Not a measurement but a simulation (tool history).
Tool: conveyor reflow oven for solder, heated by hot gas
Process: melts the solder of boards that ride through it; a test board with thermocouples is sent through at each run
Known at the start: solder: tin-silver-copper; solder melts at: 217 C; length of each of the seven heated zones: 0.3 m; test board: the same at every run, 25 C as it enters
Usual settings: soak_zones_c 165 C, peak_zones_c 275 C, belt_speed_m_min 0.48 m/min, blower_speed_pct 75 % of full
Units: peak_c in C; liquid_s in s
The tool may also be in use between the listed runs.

run	day	soak_zones_c	peak_zones_c	belt_speed_m_min	blower_speed_pct	peak_c	liquid_s
1	0	165	275	0.48	75	252.7	52.5
2	0.462	165	275	0.48	75	252.4	52.7
3	0.804	165	275	0.48	75	252.4	52.7
4	1.35	165	275	0.48	75	252.6	52.5
5	1.912	165	275	0.48	75	252.7	52.4
# day 2.429: flux residue cleaned out of gas plates and filters
6	2.429	165	275	0.48	75	254.8	55.1
7	2.858	165	275	0.48	75	254.9	55
8	3.392	165	275	0.483	75	254.7	54.1
9	3.679	165	275	0.48	78	256.2	55.7
10	4.171	165	275	0.48	78	255.6	55.5
11	4.679	164	275	0.48	75	254.7	54
12	5.138	164	275	0.48	75	254.7	54
13	5.579	161	289	0.48	76	266.5	60.5
14	5.979	151	290	0.48	75	265.1	57.2
# day 6.196: belt drive overhauled, speed set with a stopwatch
15	6.708	151	290	0.48	75	264.7	57
# day 7.367: belt drive overhauled, speed set with a stopwatch, once more
16	7.392	151	290	0.48	75	264.7	56.7
17	7.762	169	269	0.451	65	248.9	54.6
18	8.321	155	277	0.414	65	256.7	62
19	8.862	157	282	0.435	51	253.5	55
20	9.379	157	282	0.435	51	252.9	55.2
21	9.912	157	282	0.435	51	252.8	54.9

Hidden state or all else? Some run-to-run changes of peak_c, split into what the settings, what came in and random variation would give without the hidden state, and what is left for the hidden state (with any gauge scatter that isn't in both results):
The hidden state here: heat that the gas passes to the board, % of a clean oven's; belt's true speed, % of the reading; true gas temperature in zones 6 and 7 over the reading, C; drift of the gauge itself on peak_c, C; drift of the gauge itself on liquid_s, %.
Run 5 -> 6: flux residue cleaned out of gas plates and filters. peak_c +2.1 C: hidden state +2.7, all else -0.6.
Run 12 -> 13: soak_zones_c 164 -> 161, peak_zones_c 275 -> 289, blower_speed_pct 75 -> 76. peak_c +11.8 C: hidden state -0.1, all else +11.9.
Run 15 -> 16: belt drive overhauled, speed set with a stopwatch, once more. peak_c +0 C: hidden state -0.4, all else +0.4.
Run 16 -> 17: soak_zones_c 151 -> 169, peak_zones_c 290 -> 269, belt_speed_m_min 0.48 -> 0.451, blower_speed_pct 75 -> 65. peak_c -15.8 C: hidden state +0.3, all else -16.1.
